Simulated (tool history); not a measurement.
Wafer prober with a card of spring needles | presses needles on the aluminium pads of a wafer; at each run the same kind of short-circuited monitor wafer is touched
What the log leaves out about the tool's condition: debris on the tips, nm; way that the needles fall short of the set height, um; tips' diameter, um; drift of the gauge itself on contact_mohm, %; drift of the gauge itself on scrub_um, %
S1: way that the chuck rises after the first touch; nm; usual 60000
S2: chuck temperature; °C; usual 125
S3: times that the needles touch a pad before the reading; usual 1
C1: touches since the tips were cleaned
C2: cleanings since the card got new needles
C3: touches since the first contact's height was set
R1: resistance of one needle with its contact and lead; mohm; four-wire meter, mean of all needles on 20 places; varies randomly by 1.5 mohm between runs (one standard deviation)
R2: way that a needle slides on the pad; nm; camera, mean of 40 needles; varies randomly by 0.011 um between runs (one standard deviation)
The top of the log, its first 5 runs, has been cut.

-- hour=71.9 tips cleaned on abrasive film
run 6 hour=79.8 | S1=60000 S2=29 S3=1 | C1=5664 C2=23 C3=27131 | R1=125 R2=15020
-- hour=82.4 tips cleaned on abrasive film
-- hour=93.2 tips cleaned on abrasive film
run 7 hour=96.9 | S1=60000 S2=33 S3=1 | C1=2659 C2=25 C3=39378 | R1=125 R2=15010
-- hour=103.9 tips cleaned on abrasive film
-- hour=114.1 tips cleaned on abrasive film
run 8 hour=114.1 | S1=60000 S2=125 S3=1 | C1=0 C2=27 C3=51673 | R1=141 R2=14950
-- hour=124.1 tips cleaned on abrasive film
run 9 hour=129.8 | S1=60000 S2=125 S3=1 | C1=4153 C2=28 C3=62964 | R1=140 R2=14940
-- hour=134.4 tips cleaned on abrasive film
run 10 hour=142.6 | S1=60000 S2=125 S3=1 | C1=5980 C2=29 C3=72134 | R1=138 R2=14910
-- hour=144.6 tips cleaned on abrasive film
-- hour=154.5 tips cleaned on abrasive film
run 11 hour=157.5 | S1=60000 S2=125 S3=1 | C1=2160 C2=31 C3=82728 | R1=140 R2=14870
-- hour=165.4 tips cleaned on abrasive film
run 12 hour=168.4 | S1=60000 S2=125 S3=1 | C1=2179 C2=32 C3=90562 | R1=137 R2=14880
-- hour=175.7 tips cleaned on abrasive film
-- hour=186.1 tips cleaned on abrasive film
run 13 hour=186.1 | S1=60000 S2=125 S3=1 | C1=0 C2=34 C3=103216 | R1=141 R2=14830
-- hour=196.6 tips cleaned on abrasive film
run 14 hour=199.5 | S1=60000 S2=125 S3=1 | C1=2035 C2=35 C3=112792 | R1=141 R2=14840
-- hour=207.4 tips cleaned on abrasive film
run 15 hour=216.7 | S1=60000 S2=125 S3=1 | C1=6708 C2=36 C3=125171 | R1=141 R2=14790
-- hour=218.7 tips cleaned on abrasive film
-- hour=229.2 tips cleaned on abrasive film
-- hour=230.3 gauge calibrated
run 16 hour=237.1 | S1=46000 S2=117 S3=2 | C1=5700 C2=38 C3=139771 | R1=143 R2=11590
-- hour=239.0 tips cleaned on abrasive film
run 17 hour=245.6 | S1=53000 S2=28 S3=2 | C1=4723 C2=39 C3=145845 | R1=125 R2=13350
-- hour=249.8 tips cleaned on abrasive film
-- hour=255.7 height of the first contact set anew
run 18 hour=258.3 | S1=78000 S2=28 S3=2 | C1=5907 C2=40 C3=1852 | R1=120 R2=19620
-- hour=260.7 tips cleaned on abrasive film
-- hour=270.8 tips cleaned on abrasive film
run 19 hour=272.4 | S1=78000 S2=67 S3=2 | C1=1155 C2=42 C3=11937 | R1=131 R2=19610
-- hour=281.3 tips cleaned on abrasive film
run 20 hour=290.3 | S1=41000 S2=26 S3=2 | C1=6497 C2=43 C3=24803 | R1=130 R2=10280
-- hour=292.2 tips cleaned on abrasive film
-- hour=303.3 tips cleaned on abrasive film
run 21 hour=310.7 | S1=53000 S2=73 S3=3 | C1=5351 C2=45 C3=39356 | R1=134 R2=13270
-- hour=313.7 tips cleaned on abrasive film
-- hour=324.1 tips cleaned on abrasive film
run 22 hour=327.4 | S1=75000 S2=25 S3=3 | C1=2397 C2=47 C3=51307 | R1=122 R2=18720
-- hour=335.3 tips cleaned on abrasive film
run 23 hour=339.2 | S1=78000 S2=36 S3=2 | C1=2846 C2=48 C3=59779 | R1=124 R2=19480
-- hour=346.0 tips cleaned on abrasive film
run 24 hour=353.7 | S1=66000 S2=50 S3=3 | C1=5561 C2=49 C3=70164 | R1=128 R2=16440
-- hour=356.9 tips cleaned on abrasive film
run 25 hour=365.4 | S1=60000 S2=125 S3=1 | C1=6153 C2=50 C3=78586 | R1=142 R2=14950
-- hour=367.4 tips cleaned on abrasive film
-- hour=379.0 tips cleaned on abrasive film
run 26 hour=379.0 | S1=42000 S2=48 S3=2 | C1=0 C2=52 C3=88266 | R1=134 R2=10430
-- hour=389.4 tips cleaned on abrasive film
run 27 hour=393.7 | S1=52000 S2=45 S3=2 | C1=3121 C2=53 C3=98823 | R1=128 R2=12880
-- hour=399.3 tips cleaned on abrasive film
run 28 hour=407.2 | S1=50000 S2=103 S3=1 | C1=5765 C2=54 C3=108530 | R1=140 R2=12370
-- hour=409.2 tips cleaned on abrasive film
-- hour=419.2 tips cleaned on abrasive film
run 29 hour=425.5 | S1=52000 S2=125 S3=2 | C1=4558 C2=56 C3=121566 | R1=143 R2=12870

The next listed run, before its measurement:
-- hour=429.2 tips cleaned on abrasive film
-- hour=439.5 tips cleaned on abrasive film
run 30 hour=442.3 | S1=58000 S2=120 S3=1 | C1=1998 C2=58 C3=133562 | R1=? R2=?

R1: 139 mohm
R2: 14320 nm
Take away the tool's hidden state, keep the run-to-run variation as it was, and the same run would have given R1 139 mohm, R2 14640 nm.
